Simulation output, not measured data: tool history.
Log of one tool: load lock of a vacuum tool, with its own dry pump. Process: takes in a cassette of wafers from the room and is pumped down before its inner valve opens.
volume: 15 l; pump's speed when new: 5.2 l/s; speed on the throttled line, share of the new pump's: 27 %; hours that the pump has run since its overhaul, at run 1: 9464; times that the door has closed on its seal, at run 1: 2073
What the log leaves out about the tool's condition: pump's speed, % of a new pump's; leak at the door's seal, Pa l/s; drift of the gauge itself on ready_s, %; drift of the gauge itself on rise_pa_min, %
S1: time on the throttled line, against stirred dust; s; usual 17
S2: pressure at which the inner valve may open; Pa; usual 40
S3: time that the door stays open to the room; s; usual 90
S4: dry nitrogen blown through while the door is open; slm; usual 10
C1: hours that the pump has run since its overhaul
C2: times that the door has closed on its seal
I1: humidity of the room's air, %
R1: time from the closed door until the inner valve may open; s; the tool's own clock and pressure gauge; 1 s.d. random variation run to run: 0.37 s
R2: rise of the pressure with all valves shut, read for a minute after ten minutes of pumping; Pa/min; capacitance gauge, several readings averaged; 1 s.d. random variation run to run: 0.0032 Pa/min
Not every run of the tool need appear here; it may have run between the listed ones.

run	day	S1	S2	S3	S4	C1	C2	I1	R1	R2
1	0	17	40	90	10	9464	2073	44.9	35.2	0.117
2	3.75	17	40	90	21	9554	2205	46.3	35.2	0.089
3	6.542	17	40	34	21	9621	2303	47.3	35.9	0.05
4	11.962	17	40	34	21	9751	2492	45.1	34.9	0.049
5	15.558	17	40	34	21	9838	2618	47.1	35.5	0.049
6	20.975	17	51	90	10	9968	2808	46	34.4	0.123
7	25.954	17	51	90	10	10087	2982	46.7	34.3	0.117
8	29.179	17	40	90	10	10165	3095	42.5	35.7	0.109
9	34.854	17	40	90	10	10301	3294	44.9	35	0.118
10	38.938	30	40	90	10	10399	3437	48.4	44.6	0.121
11	43.958	10	80	58	18	10519	3613	45.6	27.7	0.069
12	47.112	10	55	58	43	10595	3723	42.7	29	0.051
13	51.733	27	30	32	6	10706	3885	45.4	42.7	0.059
14	55.883	10	78	37	15	10806	4030	43	28	0.057
15	60.862	10	78	37	15	10925	4205	47	28.4	0.06
16	65.142	10	78	37	15	11028	4355	44.5	28.4	0.058
17	68.792	11	78	37	7	11115	4482	46.4	29.4	0.066
18	73.096	17	59	116	10	11219	4633	46.7	33.2	0.14

Branching from run 18: 3 alternative next runs. What would each branch give?
A	78.45	27	59	116	10	11347	4820	44.5	?	?
B	78.45	11	59	116	8	11347	4820	41.7	?	?
C	78.45	17	40	27	10	11347	4820	45.8	?	?

run	R1	R2
A	40.1	0.132
B	29.9	0.132
C	35	0.058
Without the tool's hidden state the same runs would have given:
run	R1	R2
A	40.1	0.132
B	29.9	0.132
C	35	0.058
